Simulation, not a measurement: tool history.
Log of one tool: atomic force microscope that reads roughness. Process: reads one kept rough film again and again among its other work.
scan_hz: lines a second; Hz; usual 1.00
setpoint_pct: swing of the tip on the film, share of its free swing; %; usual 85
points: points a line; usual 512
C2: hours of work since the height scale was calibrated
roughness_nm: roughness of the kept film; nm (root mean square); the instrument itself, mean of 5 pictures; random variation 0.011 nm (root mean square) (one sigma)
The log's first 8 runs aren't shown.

-- hour=450.3 new tip fitted
run 9 hour=452.6 | scan_hz=1.00 setpoint_pct=85 points=512 | pictures_with_this_tip=5 C2=1086 | roughness_nm=2.378
-- hour=459.9 height scale calibrated on a step standard
run 10 hour=491.4 | scan_hz=1.00 setpoint_pct=85 points=512 | pictures_with_this_tip=80 C2=21 | roughness_nm=2.206
-- hour=504.6 new tip fitted
run 11 hour=526.6 | scan_hz=1.00 setpoint_pct=85 points=462 | pictures_with_this_tip=44 C2=43 | roughness_nm=2.261
-- hour=557.3 new tip fitted
run 12 hour=562.8 | scan_hz=1.00 setpoint_pct=85 points=462 | pictures_with_this_tip=11 C2=66 | roughness_nm=2.352
-- hour=607.6 new tip fitted
-- hour=623.6 height scale calibrated on a step standard, once more
run 13 hour=645.6 | scan_hz=1.00 setpoint_pct=85 points=883 | pictures_with_this_tip=74 C2=14 | roughness_nm=2.277
-- hour=664.9 new tip fitted
-- hour=721.3 new tip fitted
run 14 hour=721.5 | scan_hz=1.00 setpoint_pct=85 points=883 | pictures_with_this_tip=1 C2=63 | roughness_nm=2.427
run 15 hour=760.9 | scan_hz=1.00 setpoint_pct=85 points=883 | pictures_with_this_tip=79 C2=89 | roughness_nm=2.239
-- hour=775.1 new tip fitted
run 16 hour=801.3 | scan_hz=1.00 setpoint_pct=85 points=883 | pictures_with_this_tip=52 C2=115 | roughness_nm=2.330
-- hour=832.6 new tip fitted
run 17 hour=868.4 | scan_hz=1.96 setpoint_pct=77 points=883 | pictures_with_this_tip=71 C2=158 | roughness_nm=2.189
-- hour=886.5 new tip fitted
run 18 hour=918.7 | scan_hz=0.50 setpoint_pct=87 points=314 | pictures_with_this_tip=64 C2=190 | roughness_nm=2.350
-- hour=937.1 new tip fitted
run 19 hour=967.3 | scan_hz=0.65 setpoint_pct=85 points=886 | pictures_with_this_tip=60 C2=222 | roughness_nm=2.322
-- hour=990.6 new tip fitted
run 20 hour=1026.9 | scan_hz=1.27 setpoint_pct=60 points=630 | pictures_with_this_tip=72 C2=260 | roughness_nm=2.339
-- hour=1043.6 new tip fitted
-- hour=1093.5 new tip fitted
run 21 hour=1100.4 | scan_hz=1.27 setpoint_pct=60 points=789 | pictures_with_this_tip=13 C2=307 | roughness_nm=2.489
run 22 hour=1141.4 | scan_hz=1.27 setpoint_pct=60 points=789 | pictures_with_this_tip=95 C2=334 | roughness_nm=2.337
-- hour=1148.5 new tip fitted
-- hour=1201.5 new tip fitted
run 23 hour=1211.6 | scan_hz=3.46 setpoint_pct=60 points=789 | pictures_with_this_tip=20 C2=379 | roughness_nm=2.372
-- hour=1254.9 new tip fitted
run 24 hour=1260.2 | scan_hz=3.46 setpoint_pct=58 points=360 | pictures_with_this_tip=10 C2=410 | roughness_nm=2.466
-- hour=1309.0 new tip fitted
run 25 hour=1312.8 | scan_hz=3.46 setpoint_pct=58 points=360 | pictures_with_this_tip=8 C2=444 | roughness_nm=2.431
-- hour=1359.4 new tip fitted
run 26 hour=1387.8 | scan_hz=1.00 setpoint_pct=76 points=512 | pictures_with_this_tip=56 C2=493 | roughness_nm=2.315
-- hour=1409.9 new tip fitted
run 27 hour=1431.8 | scan_hz=0.63 setpoint_pct=84 points=880 | pictures_with_this_tip=44 C2=521 | roughness_nm=2.366
-- hour=1462.3 new tip fitted
run 28 hour=1498.0 | scan_hz=0.63 setpoint_pct=84 points=880 | pictures_with_this_tip=71 C2=564 | roughness_nm=2.314
-- hour=1516.2 new tip fitted
run 29 hour=1560.3 | scan_hz=1.00 setpoint_pct=86 points=512 | pictures_with_this_tip=87 C2=604 | roughness_nm=2.226
-- hour=1568.4 new tip fitted
run 30 hour=1612.4 | scan_hz=1.70 setpoint_pct=60 points=805 | pictures_with_this_tip=88 C2=638 | roughness_nm=2.337

Forecast each of these 4 alternatives for the next run:
-- hour=1624.5 new tip fitted
-- hour=1676.1 new tip fitted
run A hour=1691.2 | scan_hz=1.00 setpoint_pct=79 points=512 | pictures_with_this_tip=31 C2=688 | roughness_nm=?
-- hour=1624.5 new tip fitted
-- hour=1676.1 new tip fitted
run B hour=1691.2 | scan_hz=1.34 setpoint_pct=63 points=366 | pictures_with_this_tip=31 C2=688 | roughness_nm=?
-- hour=1624.5 new tip fitted
-- hour=1676.1 new tip fitted
run C hour=1691.2 | scan_hz=1.00 setpoint_pct=74 points=287 | pictures_with_this_tip=31 C2=688 | roughness_nm=?
-- hour=1624.5 new tip fitted
-- hour=1676.1 new tip fitted
run D hour=1691.2 | scan_hz=0.68 setpoint_pct=60 points=805 | pictures_with_this_tip=31 C2=688 | roughness_nm=?

run=A roughness_nm=2.394
run=B roughness_nm=2.469
run=C roughness_nm=2.433
run=D roughness_nm=2.503
Without the tool's hidden state the same runs would have given:
run=A roughness_nm=2.486
run=B roughness_nm=2.564
run=C roughness_nm=2.527
run=D roughness_nm=2.599

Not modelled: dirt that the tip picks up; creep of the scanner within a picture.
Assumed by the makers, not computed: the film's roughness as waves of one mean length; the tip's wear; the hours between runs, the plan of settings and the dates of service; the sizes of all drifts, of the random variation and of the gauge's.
